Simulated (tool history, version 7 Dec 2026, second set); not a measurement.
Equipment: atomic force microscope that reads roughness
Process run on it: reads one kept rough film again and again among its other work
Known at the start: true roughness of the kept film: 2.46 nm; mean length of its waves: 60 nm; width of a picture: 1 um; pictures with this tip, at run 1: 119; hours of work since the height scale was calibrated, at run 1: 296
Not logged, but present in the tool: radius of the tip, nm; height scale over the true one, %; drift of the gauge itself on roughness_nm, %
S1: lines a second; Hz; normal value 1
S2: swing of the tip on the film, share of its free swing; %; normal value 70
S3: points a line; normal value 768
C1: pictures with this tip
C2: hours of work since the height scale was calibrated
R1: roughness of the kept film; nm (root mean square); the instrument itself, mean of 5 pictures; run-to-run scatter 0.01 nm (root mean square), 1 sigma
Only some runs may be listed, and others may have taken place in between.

{"run": 1, "hour": 0.0, "S1": 1, "S2": 70, "S3": 768, "C1": 119, "C2": 296, "R1": 2.3}
{"hour": 5.2, "done": "new tip fitted"}
{"run": 2, "hour": 20.9, "S1": 1, "S2": 70, "S3": 768, "C1": 36, "C2": 310, "R1": 2.307}
{"run": 3, "hour": 37.2, "S1": 1, "S2": 70, "S3": 768, "C1": 73, "C2": 321, "R1": 2.318}
{"run": 4, "hour": 54.2, "S1": 1, "S2": 70, "S3": 768, "C1": 111, "C2": 332, "R1": 2.299}
{"hour": 63.8, "done": "new tip fitted"}
{"run": 5, "hour": 70.3, "S1": 1, "S2": 70, "S3": 768, "C1": 15, "C2": 343, "R1": 2.303}
{"run": 6, "hour": 90.1, "S1": 1, "S2": 70, "S3": 768, "C1": 60, "C2": 356, "R1": 2.298}
{"run": 7, "hour": 100.3, "S1": 1, "S2": 70, "S3": 768, "C1": 83, "C2": 363, "R1": 2.288}
{"hour": 122.6, "done": "new tip fitted"}
{"run": 8, "hour": 124.7, "S1": 1, "S2": 70, "S3": 1021, "C1": 5, "C2": 379, "R1": 2.299}
{"run": 9, "hour": 138.8, "S1": 1, "S2": 70, "S3": 1021, "C1": 37, "C2": 388, "R1": 2.296}
{"run": 10, "hour": 158.1, "S1": 1, "S2": 70, "S3": 1021, "C1": 81, "C2": 401, "R1": 2.312}
{"run": 11, "hour": 175.9, "S1": 1, "S2": 70, "S3": 768, "C1": 121, "C2": 413, "R1": 2.304}
{"hour": 181.1, "done": "new tip fitted"}
{"run": 12, "hour": 199.9, "S1": 1, "S2": 70, "S3": 768, "C1": 42, "C2": 429, "R1": 2.316}
{"run": 13, "hour": 224.0, "S1": 1, "S2": 70, "S3": 768, "C1": 97, "C2": 445, "R1": 2.298}
{"hour": 239.7, "done": "new tip fitted"}
{"run": 14, "hour": 239.7, "S1": 1, "S2": 70, "S3": 768, "C1": 0, "C2": 455, "R1": 2.301}
{"run": 15, "hour": 258.4, "S1": 1, "S2": 70, "S3": 768, "C1": 43, "C2": 468, "R1": 2.293}
{"run": 16, "hour": 274.6, "S1": 1, "S2": 70, "S3": 768, "C1": 80, "C2": 479, "R1": 2.303}
{"run": 17, "hour": 286.8, "S1": 1, "S2": 61, "S3": 768, "C1": 107, "C2": 487, "R1": 2.337}
{"hour": 297.1, "done": "new tip fitted"}
{"run": 18, "hour": 303.4, "S1": 1, "S2": 61, "S3": 768, "C1": 14, "C2": 498, "R1": 2.358}
{"run": 19, "hour": 314.9, "S1": 1, "S2": 61, "S3": 768, "C1": 40, "C2": 505, "R1": 2.371}
{"run": 20, "hour": 329.1, "S1": 1, "S2": 70, "S3": 768, "C1": 72, "C2": 515, "R1": 2.316}
{"run": 21, "hour": 342.9, "S1": 1, "S2": 77, "S3": 768, "C1": 103, "C2": 524, "R1": 2.252}
{"hour": 356.1, "done": "new tip fitted"}
{"run": 22, "hour": 357.3, "S1": 1, "S2": 77, "S3": 768, "C1": 3, "C2": 534, "R1": 2.254}
{"run": 23, "hour": 374.5, "S1": 2.51, "S2": 58, "S3": 768, "C1": 42, "C2": 545, "R1": 2.278}
{"run": 24, "hour": 393.6, "S1": 2.87, "S2": 65, "S3": 954, "C1": 85, "C2": 558, "R1": 2.194}
{"hour": 414.0, "done": "new tip fitted"}
{"run": 25, "hour": 414.0, "S1": 2.87, "S2": 65, "S3": 954, "C1": 0, "C2": 571, "R1": 2.183}
{"run": 26, "hour": 428.2, "S1": 2.09, "S2": 65, "S3": 638, "C1": 33, "C2": 581, "R1": 2.256}
{"run": 27, "hour": 450.2, "S1": 1, "S2": 70, "S3": 495, "C1": 83, "C2": 596, "R1": 2.304}
{"run": 28, "hour": 467.4, "S1": 1, "S2": 70, "S3": 495, "C1": 121, "C2": 607, "R1": 2.307}
{"hour": 471.9, "done": "new tip fitted"}
{"run": 29, "hour": 480.6, "S1": 1.91, "S2": 70, "S3": 808, "C1": 19, "C2": 616, "R1": 2.21}
{"run": 30, "hour": 493.3, "S1": 1, "S2": 61, "S3": 799, "C1": 48, "C2": 624, "R1": 2.352}

What will run 31 give?
{"run": 31, "hour": 515.2, "S1": 0.91, "S2": 62, "S3": 681, "C1": 98, "C2": 639, "R1": "?"}

R1: 2.37 nm (root mean square)
Minus the tool's unlogged condition, the same run would have read R1 2.374 nm (root mean square).
